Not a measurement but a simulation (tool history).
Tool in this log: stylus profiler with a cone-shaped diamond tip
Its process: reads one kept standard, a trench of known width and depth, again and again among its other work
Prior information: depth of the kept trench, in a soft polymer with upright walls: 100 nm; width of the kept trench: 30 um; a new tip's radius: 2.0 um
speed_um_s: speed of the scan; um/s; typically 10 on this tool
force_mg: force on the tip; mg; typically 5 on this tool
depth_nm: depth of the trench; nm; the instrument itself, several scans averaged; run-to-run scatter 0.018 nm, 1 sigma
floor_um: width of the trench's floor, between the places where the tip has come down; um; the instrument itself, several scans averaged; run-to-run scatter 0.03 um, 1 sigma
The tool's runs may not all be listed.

run 1 hour=0 | speed_um_s=10 force_mg=5 | depth_nm=102.2 floor_um=27.93
run 2 hour=58 | speed_um_s=10 force_mg=5 | depth_nm=102.22 floor_um=27.94
run 3 hour=130 | speed_um_s=10 force_mg=8.75 | depth_nm=103.15 floor_um=27.9
run 4 hour=188.8 | speed_um_s=10 force_mg=8.75 | depth_nm=103.15 floor_um=27.94
run 5 hour=264.2 | speed_um_s=10 force_mg=6.62 | depth_nm=102.62 floor_um=27.91
run 6 hour=343.6 | speed_um_s=10 force_mg=6.62 | depth_nm=102.67 floor_um=27.9
run 7 hour=398.3 | speed_um_s=10 force_mg=5 | depth_nm=102.21 floor_um=27.84
run 8 hour=491.4 | speed_um_s=10 force_mg=5 | depth_nm=102.23 floor_um=27.81
run 9 hour=545.8 | speed_um_s=27 force_mg=5 | depth_nm=102.26 floor_um=27.73
run 10 hour=607.9 | speed_um_s=6 force_mg=5 | depth_nm=102.27 floor_um=27.83
-- hour=626.4 new tip fitted, height scale calibrated
run 11 hour=682.6 | speed_um_s=6 force_mg=5 | depth_nm=101.96 floor_um=28.69
run 12 hour=755.8 | speed_um_s=3 force_mg=5 | depth_nm=101.99 floor_um=28.75
run 13 hour=823.9 | speed_um_s=3 force_mg=5 | depth_nm=101.98 floor_um=28.66
run 14 hour=875.9 | speed_um_s=3 force_mg=5 | depth_nm=101.98 floor_um=28.64
run 15 hour=958 | speed_um_s=10 force_mg=5 | depth_nm=102.03 floor_um=28.6
run 16 hour=1035.6 | speed_um_s=10 force_mg=5 | depth_nm=101.98 floor_um=28.56
run 17 hour=1111.3 | speed_um_s=10 force_mg=5 | depth_nm=102.01 floor_um=28.57
run 18 hour=1162.3 | speed_um_s=10 force_mg=5 | depth_nm=102 floor_um=28.54
run 19 hour=1259.7 | speed_um_s=10 force_mg=2.08 | depth_nm=101.13 floor_um=28.48
run 20 hour=1330.7 | speed_um_s=10 force_mg=2.08 | depth_nm=101.14 floor_um=28.48
run 21 hour=1415.8 | speed_um_s=10 force_mg=2.08 | depth_nm=101.12 floor_um=28.44
run 22 hour=1511.2 | speed_um_s=10 force_mg=11.77 | depth_nm=103.58 floor_um=28.44
run 23 hour=1579.1 | speed_um_s=10 force_mg=11.77 | depth_nm=103.62 floor_um=28.44
run 24 hour=1673.1 | speed_um_s=39 force_mg=5.2 | depth_nm=102.12 floor_um=28.33
run 25 hour=1735 | speed_um_s=3 force_mg=5.17 | depth_nm=102.1 floor_um=28.48
run 26 hour=1824.2 | speed_um_s=10 force_mg=5.01 | depth_nm=102.05 floor_um=28.41
run 27 hour=1879.6 | speed_um_s=32 force_mg=2.83 | depth_nm=101.4 floor_um=28.22
run 28 hour=1935.9 | speed_um_s=32 force_mg=2.83 | depth_nm=101.44 floor_um=28.16
run 29 hour=2008.6 | speed_um_s=8 force_mg=1.98 | depth_nm=101.15 floor_um=28.34
run 30 hour=2051.9 | speed_um_s=3 force_mg=5 | depth_nm=102.06 floor_um=28.33
run 31 hour=2122.7 | speed_um_s=3 force_mg=6.66 | depth_nm=102.52 floor_um=28.34
run 32 hour=2201.7 | speed_um_s=20 force_mg=2.97 | depth_nm=101.52 floor_um=28.16
run 33 hour=2298 | speed_um_s=6 force_mg=4.11 | depth_nm=101.83 floor_um=28.23
run 34 hour=2372 | speed_um_s=6 force_mg=4.11 | depth_nm=101.82 floor_um=28.28
run 35 hour=2432.2 | speed_um_s=32 force_mg=11.55 | depth_nm=103.62 floor_um=28.12
run 36 hour=2515.4 | speed_um_s=2 force_mg=2.37 | depth_nm=101.28 floor_um=28.17
run 37 hour=2561.4 | speed_um_s=18 force_mg=4.29 | depth_nm=101.89 floor_um=28.13
run 38 hour=2641.5 | speed_um_s=18 force_mg=4.29 | depth_nm=101.92 floor_um=28.12
run 39 hour=2714.1 | speed_um_s=18 force_mg=4.29 | depth_nm=101.92 floor_um=28.17
run 40 hour=2815.6 | speed_um_s=18 force_mg=4.29 | depth_nm=101.89 floor_um=28.04
run 41 hour=2911.7 | speed_um_s=32 force_mg=14.45 | depth_nm=104.22 floor_um=28.09
run 42 hour=2982.2 | speed_um_s=32 force_mg=11.41 | depth_nm=103.62 floor_um=28.04
run 43 hour=3031.9 | speed_um_s=35 force_mg=7.64 | depth_nm=102.79 floor_um=28.01
run 44 hour=3098.8 | speed_um_s=35 force_mg=7.64 | depth_nm=102.8 floor_um=27.97
run 45 hour=3195 | speed_um_s=8 force_mg=1.8 | depth_nm=101.16 floor_um=28.08

Each row is a separate what-if for the run after 45, all from the same tool condition, not one after another. Results?
run A hour=3286.6 | speed_um_s=37 force_mg=4.72 | depth_nm=? floor_um=?
run B hour=3286.6 | speed_um_s=12 force_mg=12.19 | depth_nm=? floor_um=?
run C hour=3286.6 | speed_um_s=9 force_mg=9.71 | depth_nm=? floor_um=?

run=A depth_nm=102.07 floor_um=27.88
run=B depth_nm=103.8 floor_um=28.02
run=C depth_nm=103.29 floor_um=28.03
Without the tool's hidden state the same runs would have given:
run=A depth_nm=101.93 floor_um=28.56
run=B depth_nm=103.66 floor_um=28.69
run=C depth_nm=103.15 floor_um=28.71

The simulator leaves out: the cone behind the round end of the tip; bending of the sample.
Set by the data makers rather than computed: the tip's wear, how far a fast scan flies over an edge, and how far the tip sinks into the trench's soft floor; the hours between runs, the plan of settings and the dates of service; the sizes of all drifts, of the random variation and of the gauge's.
